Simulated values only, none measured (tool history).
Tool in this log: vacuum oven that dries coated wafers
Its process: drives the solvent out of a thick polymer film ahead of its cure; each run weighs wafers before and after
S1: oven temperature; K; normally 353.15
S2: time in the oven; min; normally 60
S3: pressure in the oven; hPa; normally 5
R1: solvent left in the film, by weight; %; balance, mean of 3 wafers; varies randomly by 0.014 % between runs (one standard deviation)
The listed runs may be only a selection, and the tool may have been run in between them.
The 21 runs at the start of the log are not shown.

run,hour,S1,S2,S3,R1
22,208.5,353.15,60,5,1.55
23,216.3,353.15,60,5,1.58
24,224.8,353.15,60,5,1.51
25,236.8,353.15,60,5,1.56
26,247.8,353.15,42,6.69,3.01
# hour 250.6: vacuum gauge cleaned of residue and calibrated
27,264.7,349.15,42,6.69,4.47
28,273.1,349.15,42,6.69,4.53
29,287.5,339.15,49,5,7.7
30,296.1,366.15,60,4.01,0.13
# hour 302.6: vacuum gauge cleaned of residue and calibrated, once more
31,307.4,346.15,60,11.55,3.98
32,317.6,353.15,60,6.67,1.58
33,332.6,365.15,59,14.56,0.27
34,344.7,353.15,37,3.54,3.57
35,353.2,341.15,90,18.48,4.19
36,360.2,344.15,44,12.56,6.38
37,368.2,344.15,44,12.56,6.4
38,378.2,368.15,40,12.56,0.35
39,386,353.15,76,19.57,1.23
40,396.5,352.15,107,2.77,0.4
41,408.4,352.15,107,2.77,0.39
42,416.5,339.15,98,15.16,4.5

Expected results for the next run?
43,428.2,341.15,49,5.04,?

{"run 43": {"R1": 6.89}}
Minus the tool's unlogged condition, the same run would have read R1 6.57 %.

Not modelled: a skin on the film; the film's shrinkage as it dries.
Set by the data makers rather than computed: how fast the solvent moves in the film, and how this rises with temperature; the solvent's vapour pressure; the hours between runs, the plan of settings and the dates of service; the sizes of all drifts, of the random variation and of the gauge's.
